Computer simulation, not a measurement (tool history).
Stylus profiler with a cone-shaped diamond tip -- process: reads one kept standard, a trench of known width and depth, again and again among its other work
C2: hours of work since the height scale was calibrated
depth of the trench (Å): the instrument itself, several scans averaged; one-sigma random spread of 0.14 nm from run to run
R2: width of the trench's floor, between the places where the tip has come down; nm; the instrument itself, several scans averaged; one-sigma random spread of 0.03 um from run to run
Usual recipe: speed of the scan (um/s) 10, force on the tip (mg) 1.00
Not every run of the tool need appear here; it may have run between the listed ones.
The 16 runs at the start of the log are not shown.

run 17 day=8.500 | speed_of_the_scan_(um/s)=30 force_on_the_tip_(mg)=1.00 | scans_with_this_tip=1584 C2=262 | depth_of_the_trench_(Å)=5026.7 R2=16840
run 18 day=9.279 | speed_of_the_scan_(um/s)=30 force_on_the_tip_(mg)=1.00 | scans_with_this_tip=1667 C2=276 | depth_of_the_trench_(Å)=5024.2 R2=16850
run 19 day=9.962 | speed_of_the_scan_(um/s)=30 force_on_the_tip_(mg)=1.00 | scans_with_this_tip=1739 C2=287 | depth_of_the_trench_(Å)=5022.9 R2=16840
run 20 day=10.596 | speed_of_the_scan_(um/s)=10 force_on_the_tip_(mg)=0.97 | scans_with_this_tip=1806 C2=299 | depth_of_the_trench_(Å)=5025.6 R2=16960
run 21 day=11.167 | speed_of_the_scan_(um/s)=2 force_on_the_tip_(mg)=0.96 | scans_with_this_tip=1866 C2=308 | depth_of_the_trench_(Å)=5027.9 R2=17010
run 22 day=11.796 | speed_of_the_scan_(um/s)=39 force_on_the_tip_(mg)=1.27 | scans_with_this_tip=1932 C2=319 | depth_of_the_trench_(Å)=5033.3 R2=16810
run 23 day=12.604 | speed_of_the_scan_(um/s)=6 force_on_the_tip_(mg)=0.54 | scans_with_this_tip=2017 C2=334 | depth_of_the_trench_(Å)=5017.3 R2=16950
run 24 day=13.242 | speed_of_the_scan_(um/s)=2 force_on_the_tip_(mg)=0.35 | scans_with_this_tip=2084 C2=345 | depth_of_the_trench_(Å)=5013.2 R2=17000
run 25 day=13.592 | speed_of_the_scan_(um/s)=12 force_on_the_tip_(mg)=2.59 | scans_with_this_tip=2121 C2=351 | depth_of_the_trench_(Å)=5049.7 R2=16980
run 26 day=13.938 | speed_of_the_scan_(um/s)=12 force_on_the_tip_(mg)=2.59 | scans_with_this_tip=2158 C2=357 | depth_of_the_trench_(Å)=5046.9 R2=16980
run 27 day=14.296 | speed_of_the_scan_(um/s)=8 force_on_the_tip_(mg)=0.40 | scans_with_this_tip=2196 C2=363 | depth_of_the_trench_(Å)=5014.2 R2=16930
run 28 day=15.092 | speed_of_the_scan_(um/s)=10 force_on_the_tip_(mg)=1.39 | scans_with_this_tip=2279 C2=377 | depth_of_the_trench_(Å)=5032.3 R2=16950
run 29 day=15.700 | speed_of_the_scan_(um/s)=21 force_on_the_tip_(mg)=0.97 | scans_with_this_tip=2344 C2=387 | depth_of_the_trench_(Å)=5023.7 R2=16900
run 30 day=16.142 | speed_of_the_scan_(um/s)=21 force_on_the_tip_(mg)=0.81 | scans_with_this_tip=2390 C2=395 | depth_of_the_trench_(Å)=5021.9 R2=16870
run 31 day=16.833 | speed_of_the_scan_(um/s)=21 force_on_the_tip_(mg)=0.81 | scans_with_this_tip=2463 C2=407 | depth_of_the_trench_(Å)=5020.7 R2=16850
run 32 day=17.171 | speed_of_the_scan_(um/s)=4 force_on_the_tip_(mg)=0.52 | scans_with_this_tip=2499 C2=413 | depth_of_the_trench_(Å)=5015.8 R2=16970
run 33 day=17.950 | speed_of_the_scan_(um/s)=19 force_on_the_tip_(mg)=0.54 | scans_with_this_tip=2581 C2=427 | depth_of_the_trench_(Å)=5015.7 R2=16840
run 34 day=18.762 | speed_of_the_scan_(um/s)=19 force_on_the_tip_(mg)=0.54 | scans_with_this_tip=2667 C2=441 | depth_of_the_trench_(Å)=5016.7 R2=16820
run 35 day=19.500 | speed_of_the_scan_(um/s)=17 force_on_the_tip_(mg)=1.00 | scans_with_this_tip=2744 C2=454 | depth_of_the_trench_(Å)=5023.5 R2=16890
run 36 day=20.196 | speed_of_the_scan_(um/s)=19 force_on_the_tip_(mg)=0.43 | scans_with_this_tip=2818 C2=466 | depth_of_the_trench_(Å)=5013.9 R2=16810
run 37 day=20.729 | speed_of_the_scan_(um/s)=10 force_on_the_tip_(mg)=0.63 | scans_with_this_tip=2874 C2=475 | depth_of_the_trench_(Å)=5019.2 R2=16910
run 38 day=21.146 | speed_of_the_scan_(um/s)=19 force_on_the_tip_(mg)=1.67 | scans_with_this_tip=2918 C2=482 | depth_of_the_trench_(Å)=5035.2 R2=16950
run 39 day=21.817 | speed_of_the_scan_(um/s)=19 force_on_the_tip_(mg)=0.40 | scans_with_this_tip=2989 C2=494 | depth_of_the_trench_(Å)=5011.9 R2=16860

Alternative continuations, all from the tool just after run 39; predict every row:
run A day=22.183 | speed_of_the_scan_(um/s)=12 force_on_the_tip_(mg)=1.69 | scans_with_this_tip=3027 C2=500 | depth_of_the_trench_(Å)=? R2=?
run B day=22.183 | speed_of_the_scan_(um/s)=11 force_on_the_tip_(mg)=0.45 | scans_with_this_tip=3027 C2=500 | depth_of_the_trench_(Å)=? R2=?
run C day=22.183 | speed_of_the_scan_(um/s)=4 force_on_the_tip_(mg)=1.50 | scans_with_this_tip=3027 C2=500 | depth_of_the_trench_(Å)=? R2=?
run D day=22.183 | speed_of_the_scan_(um/s)=4 force_on_the_tip_(mg)=0.39 | scans_with_this_tip=3027 C2=500 | depth_of_the_trench_(Å)=? R2=?

run=A depth_of_the_trench_(Å)=5035.2 R2=16960
run=B depth_of_the_trench_(Å)=5017.0 R2=16930
run=C depth_of_the_trench_(Å)=5035.3 R2=17040
run=D depth_of_the_trench_(Å)=5010.5 R2=16940
Stripped of hidden state, with their random variation kept, the same runs would have yielded:
run=A depth_of_the_trench_(Å)=5035.3 R2=16970
run=B depth_of_the_trench_(Å)=5017.2 R2=16930
run=C depth_of_the_trench_(Å)=5035.5 R2=17040
run=D depth_of_the_trench_(Å)=5010.6 R2=16950
